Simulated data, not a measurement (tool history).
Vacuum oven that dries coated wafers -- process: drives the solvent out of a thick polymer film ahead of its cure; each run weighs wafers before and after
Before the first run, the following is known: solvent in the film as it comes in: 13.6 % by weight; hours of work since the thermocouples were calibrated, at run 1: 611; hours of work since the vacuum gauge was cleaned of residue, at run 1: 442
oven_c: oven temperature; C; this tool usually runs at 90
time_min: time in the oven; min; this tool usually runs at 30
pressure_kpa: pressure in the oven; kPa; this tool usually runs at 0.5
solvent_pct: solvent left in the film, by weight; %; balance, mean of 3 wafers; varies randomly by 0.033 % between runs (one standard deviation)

run,hour,oven_c,time_min,pressure_kpa,hours of work since the thermocouples were calibrated,hours of work since the vacuum gauge was cleaned of residue,solvent_pct
1,0,90,30,0.5,611,442,2.4
# hour 9.3: oven's thermocouples calibrated
2,18,90,30,0.5,7,454,2.31
3,41.3,90,30,0.5,25,473,2.37
4,69.9,90,30,0.5,47,495,2.39
5,105.2,90,30,0.5,75,522,2.34
6,130.1,90,30,0.5,94,542,2.38
7,154.5,97,21,0.916,113,561,2.36
8,185.6,83,24,0.916,137,585,4.92
9,222.9,83,24,0.916,167,614,5.04
10,252.8,81,44,0.281,190,637,2.87
11,280.1,94,31,0.375,211,659,1.52
12,301.8,80,47,0.572,228,676,2.99

Each row is a separate what-if for the run after 12, all from the same tool condition, not one after another. Results?
A,320.9,90,32,0.5,243,691,?
B,320.9,80,47,0.673,243,691,?
C,320.9,84,47,0.456,243,691,?
D,320.9,90,26,0.5,243,691,?

run,solvent_pct
A,2.13
B,3.03
C,2.05
D,2.9
Stripped of hidden state, with their random variation kept, the same runs would have yielded:
run,solvent_pct
A,1.94
B,2.8
C,1.85
D,2.7
